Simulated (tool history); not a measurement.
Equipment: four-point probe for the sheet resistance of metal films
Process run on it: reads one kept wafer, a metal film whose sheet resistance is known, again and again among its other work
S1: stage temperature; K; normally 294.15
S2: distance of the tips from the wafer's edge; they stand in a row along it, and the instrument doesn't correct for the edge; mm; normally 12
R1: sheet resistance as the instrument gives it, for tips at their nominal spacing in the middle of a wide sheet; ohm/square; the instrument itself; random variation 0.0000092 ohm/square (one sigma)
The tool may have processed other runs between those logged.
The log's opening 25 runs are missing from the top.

run	hour	S1	S2	R1
26	1838.0	301.15	34	0.045263
27	1880.5	291.15	12	0.046064
28	1944.6	291.15	12	0.046051
29	2042.2	291.15	12	0.046028
30	2093.9	293.15	6	0.046685
31	2174.5	306.15	20	0.044949
32	2266.5	308.15	21	0.044813
33	2308.7	291.15	42	0.045681
34	2367.1	291.15	3	0.049646
35	2469.5	291.15	3	0.049588
36	2517.4	295.15	9	0.045853
37	2566.8	297.15	67	0.045260
38	2657.2	297.15	67	0.045208
39	2748.7	297.15	67	0.045200
40	2791.9	293.15	67	0.045416
41	2861.4	299.15	9	0.045526
42	2928.1	299.15	9	0.045504
43	2980.6	299.15	71	0.045008
44	3039.2	300.15	7	0.045709

Below are 4 alternative next runs, each starting from the tool's condition after run 44. Predict each:
A	3134.3	307.15	13	?
B	3134.3	300.15	7	?
C	3134.3	305.15	7	?
D	3134.3	304.15	45	?

run	R1
A	0.044740
B	0.045678
C	0.045406
D	0.044702
Without the tool's hidden state the same runs would have given:
run	R1
A	0.045103
B	0.046048
C	0.045775
D	0.045065
